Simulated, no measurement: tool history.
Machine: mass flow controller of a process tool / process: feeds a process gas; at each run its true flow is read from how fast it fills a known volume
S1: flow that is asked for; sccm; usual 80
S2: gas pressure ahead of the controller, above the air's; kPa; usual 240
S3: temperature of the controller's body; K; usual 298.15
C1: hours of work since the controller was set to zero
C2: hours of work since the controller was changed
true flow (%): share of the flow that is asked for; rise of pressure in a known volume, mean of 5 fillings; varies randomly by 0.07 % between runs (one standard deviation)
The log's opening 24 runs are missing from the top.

{"run": 25, "hour": 7170.8, "S1": 157, "S2": 193, "S3": 305.15, "C1": 3501, "C2": 3501, "true flow (%)": 98.14}
{"run": 26, "hour": 7533.3, "S1": 157, "S2": 193, "S3": 305.15, "C1": 3643, "C2": 3643, "true flow (%)": 98.14}
{"run": 27, "hour": 7826.4, "S1": 157, "S2": 249, "S3": 297.15, "C1": 3759, "C2": 3759, "true flow (%)": 99.03}
{"run": 28, "hour": 8161.9, "S1": 90, "S2": 206, "S3": 297.15, "C1": 3891, "C2": 3891, "true flow (%)": 98.24}
{"run": 29, "hour": 8450.8, "S1": 90, "S2": 206, "S3": 297.15, "C1": 4004, "C2": 4004, "true flow (%)": 98.19}
{"run": 30, "hour": 8905.1, "S1": 43, "S2": 240, "S3": 310.15, "C1": 4183, "C2": 4183, "true flow (%)": 96.27}
{"run": 31, "hour": 9153.3, "S1": 43, "S2": 240, "S3": 310.15, "C1": 4281, "C2": 4281, "true flow (%)": 96.15}
{"run": 32, "hour": 9538.2, "S1": 80, "S2": 272, "S3": 311.15, "C1": 4432, "C2": 4432, "true flow (%)": 96.41}
{"run": 33, "hour": 9999.7, "S1": 108, "S2": 175, "S3": 295.15, "C1": 4614, "C2": 4614, "true flow (%)": 98.56}
{"run": 34, "hour": 10372.1, "S1": 108, "S2": 175, "S3": 295.15, "C1": 4760, "C2": 4760, "true flow (%)": 98.63}
{"run": 35, "hour": 10753.7, "S1": 45, "S2": 175, "S3": 295.15, "C1": 4911, "C2": 4911, "true flow (%)": 97.78}
{"run": 36, "hour": 11178.7, "S1": 55, "S2": 240, "S3": 309.15, "C1": 5078, "C2": 5078, "true flow (%)": 96.08}
{"hour": 11553.9, "done": "controller's zero set anew"}
{"run": 37, "hour": 11612.7, "S1": 171, "S2": 245, "S3": 296.15, "C1": 23, "C2": 5248, "true flow (%)": 98.99}
{"run": 38, "hour": 12068.6, "S1": 43, "S2": 161, "S3": 296.15, "C1": 203, "C2": 5428, "true flow (%)": 97.73}
{"run": 39, "hour": 12411.9, "S1": 80, "S2": 183, "S3": 295.15, "C1": 338, "C2": 5563, "true flow (%)": 97.97}
{"run": 40, "hour": 12773.3, "S1": 80, "S2": 240, "S3": 295.15, "C1": 480, "C2": 5705, "true flow (%)": 97.95}
{"hour": 13013.4, "done": "gauge calibrated"}
{"run": 41, "hour": 13098.1, "S1": 93, "S2": 165, "S3": 298.15, "C1": 608, "C2": 5833, "true flow (%)": 99.05}

The next listed run, before its measurement:
{"run": 42, "hour": 13417.9, "S1": 93, "S2": 165, "S3": 298.15, "C1": 734, "C2": 5959, "true flow (%)": "?"}

Logged for run 42: true flow (%) 99.06.
The same run, on a tool lacking any hidden state, would have yielded true flow (%) 99.04.
